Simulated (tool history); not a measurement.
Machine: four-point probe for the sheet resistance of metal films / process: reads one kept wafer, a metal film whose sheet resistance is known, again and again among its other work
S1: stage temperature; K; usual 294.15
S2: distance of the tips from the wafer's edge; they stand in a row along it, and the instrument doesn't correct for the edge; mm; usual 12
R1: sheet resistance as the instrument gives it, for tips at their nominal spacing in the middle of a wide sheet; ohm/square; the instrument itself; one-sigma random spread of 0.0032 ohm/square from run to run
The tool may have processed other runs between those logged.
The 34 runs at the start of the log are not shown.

run   hour      S1  S2         R1
 35  504.4  294.15  17  15.981057
 36  515.9  305.15  68  15.976455
 37    529  300.15  10  16.060569
 38    539  296.15  15  15.998605
 39  552.6  296.15  15  15.998307
 40  565.8  291.15  43  15.951371
 41  581.7  291.15  43  15.942708
 42    597  293.15  74  15.952102
 43  606.4  299.15  49  15.970767
 44  623.7  298.15  24  15.977614
 45  643.2  303.15  13  16.025521

Below are 3 alternative next runs, each starting from the tool's condition after run 45. Predict each:
  A  654.1  302.15  13   ?
  B  654.1  292.15  12   ?
  C  654.1  301.15  11   ?

run         R1
  A  16.023044
  B  16.007953
  C  16.038916
With no hidden state in the tool, these same runs would have given:
run         R1
  A  16.023869
  B  16.008776
  C  16.039742
